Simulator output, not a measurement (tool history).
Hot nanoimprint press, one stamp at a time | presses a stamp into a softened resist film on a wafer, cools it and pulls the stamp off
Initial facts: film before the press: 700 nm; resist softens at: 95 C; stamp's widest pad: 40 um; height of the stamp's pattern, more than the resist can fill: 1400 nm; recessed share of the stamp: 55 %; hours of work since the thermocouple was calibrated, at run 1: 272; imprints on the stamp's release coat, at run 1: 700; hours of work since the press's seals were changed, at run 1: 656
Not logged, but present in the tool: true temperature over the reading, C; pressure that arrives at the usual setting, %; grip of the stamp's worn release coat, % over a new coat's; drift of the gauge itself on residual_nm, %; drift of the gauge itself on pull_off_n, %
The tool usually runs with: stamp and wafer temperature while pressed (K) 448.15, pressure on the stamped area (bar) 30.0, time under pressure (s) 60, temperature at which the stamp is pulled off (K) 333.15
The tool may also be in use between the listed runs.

run,day,stamp and wafer temperature while pressed (K),pressure on the stamped area (bar),time under pressure (s),temperature at which the stamp is pulled off (K),hours of work since the thermocouple was calibrated,imprints on the stamp's release coat,hours of work since the press's seals were changed,resist left under the stamp's widest pad (angstrom),greatest force while the stamp is pulled off (N)
1,0.000,448.15,30.0,60,333.15,272,700,656,3619,287
2,2.467,448.15,30.0,60,323.15,309,968,693,3637,329
3,3.954,448.15,30.0,60,323.15,332,1130,716,3629,354
4,6.454,448.15,30.0,79,333.15,370,1402,754,3302,337
# day 7.596: press's hydraulic seals changed and the load cell set to zero
5,9.350,448.15,30.0,79,333.15,409,1681,27,3231,363
6,11.488,448.15,30.0,60,333.15,441,1914,59,3596,376
7,13.483,448.15,30.0,32,333.15,472,2131,90,4425,391
# day 14.317: stamp cleaned and given a new release coat
8,15.808,448.15,30.0,60,333.15,503,162,121,3622,233
9,17.350,448.15,30.0,60,333.15,527,330,145,3614,247
10,18.642,448.15,30.0,60,333.15,546,471,164,3618,266
# day 19.629: plate thermocouple calibrated
11,20.821,448.15,25.0,60,333.15,18,695,196,3851,280
12,22.658,448.15,30.0,60,331.15,46,895,224,3584,305
13,24.654,448.15,30.0,60,331.15,76,1112,254,3597,320
14,26.233,448.15,30.0,60,331.15,101,1284,278,3616,333
15,28.467,448.15,30.0,60,331.15,135,1527,312,3615,353
16,30.104,456.15,33.4,52,333.15,159,1705,337,2886,352
17,33.075,456.15,33.4,52,333.15,205,2029,382,2893,371
# day 34.908: stamp cleaned and given a new release coat
18,35.538,456.15,33.4,37,331.15,238,68,416,3335,244
19,38.075,459.15,33.3,37,319.15,277,345,454,3057,293
20,41.175,459.15,33.3,37,319.15,324,682,502,3077,322
21,43.438,453.15,36.4,48,333.15,359,929,536,3198,306
22,45.183,453.15,41.7,33,325.15,385,1119,563,3474,335
23,47.979,440.15,22.5,104,330.15,428,1423,605,4324,353
24,50.042,440.15,22.5,104,330.15,459,1648,636,4352,371
25,52.554,440.15,22.5,104,330.15,497,1921,675,4341,389
26,54.242,439.15,30.0,41,324.15,523,2105,700,5235,441
# day 55.346: stamp cleaned and given a new release coat
# day 56.938: plate thermocouple calibrated
27,57.488,439.15,30.0,34,329.15,8,220,744,5297,262
# day 59.250: press's hydraulic seals changed and the load cell set to zero
28,59.688,448.15,30.0,84,336.15,37,423,7,3147,255
29,62.238,448.15,30.0,84,336.15,76,700,45,3156,282

Consider 3 possible next runs. They are alternatives, not a sequence: every one starts from the tool as it was left by run 29. What does each give?
A,63.946,439.15,39.7,60,320.15,102,887,71,?,?
B,63.946,444.15,30.0,63,319.15,102,887,71,?,?
C,63.946,448.15,40.0,84,336.15,102,887,71,?,?

run,resist left under the stamp's widest pad (angstrom),greatest force while the stamp is pulled off (N)
A,4184,329
B,3951,341
C,2780,285
Had the tool no hidden state, the same runs would have come out as:
run,resist left under the stamp's widest pad (angstrom),greatest force while the stamp is pulled off (N)
A,4126,255
B,3899,265
C,2734,221

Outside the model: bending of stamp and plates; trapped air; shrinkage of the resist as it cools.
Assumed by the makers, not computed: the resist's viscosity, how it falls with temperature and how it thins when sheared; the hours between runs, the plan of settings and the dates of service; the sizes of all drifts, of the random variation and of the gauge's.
